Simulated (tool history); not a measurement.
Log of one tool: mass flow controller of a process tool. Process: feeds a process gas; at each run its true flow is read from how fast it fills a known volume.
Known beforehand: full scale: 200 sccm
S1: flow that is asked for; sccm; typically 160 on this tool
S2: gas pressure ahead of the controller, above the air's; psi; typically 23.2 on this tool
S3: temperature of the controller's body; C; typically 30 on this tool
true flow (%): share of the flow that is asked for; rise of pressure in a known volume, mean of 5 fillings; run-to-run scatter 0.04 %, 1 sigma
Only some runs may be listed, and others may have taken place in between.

Run 1, day 0: usual settings. Result: true flow (%) 98.87.
Run 2, day 2.183: usual settings. Result: true flow (%) 98.92.
Run 3, day 4.592: usual settings. Result: true flow (%) 98.9.
Run 4, day 8.225: usual settings but S2 32.6 psi. Result: true flow (%) 99.43.
Run 5, day 11.821: usual settings but S2 32.6 psi. Result: true flow (%) 99.37.
Run 6, day 13.379: usual settings but S2 32.6 psi, S3 27 C. Result: true flow (%) 99.59.
Run 7, day 15.908: usual settings but S1 78 sccm. Result: true flow (%) 97.94.
Run 8, day 17.483: usual settings but S1 78 sccm. Result: true flow (%) 97.96.
At day 17.842: controller's zero set anew.
Run 9, day 20.146: usual settings but S1 78 sccm. Result: true flow (%) 98.13.
Run 10, day 23.075: usual settings but S1 112 sccm. Result: true flow (%) 98.38.
Run 11, day 25.371: usual settings but S1 50 sccm, S2 36 psi, S3 23 C. Result: true flow (%) 99.25.

What will run 12 give?
At day 26.9: controller's zero set anew, once more.
Run 12, day 28.504: usual settings but S1 50 sccm, S2 36 psi, S3 23 C. Result: true flow (%) ?.

true flow (%): 98.03
Minus the tool's unlogged condition, the same run would have read true flow (%) 98.15.
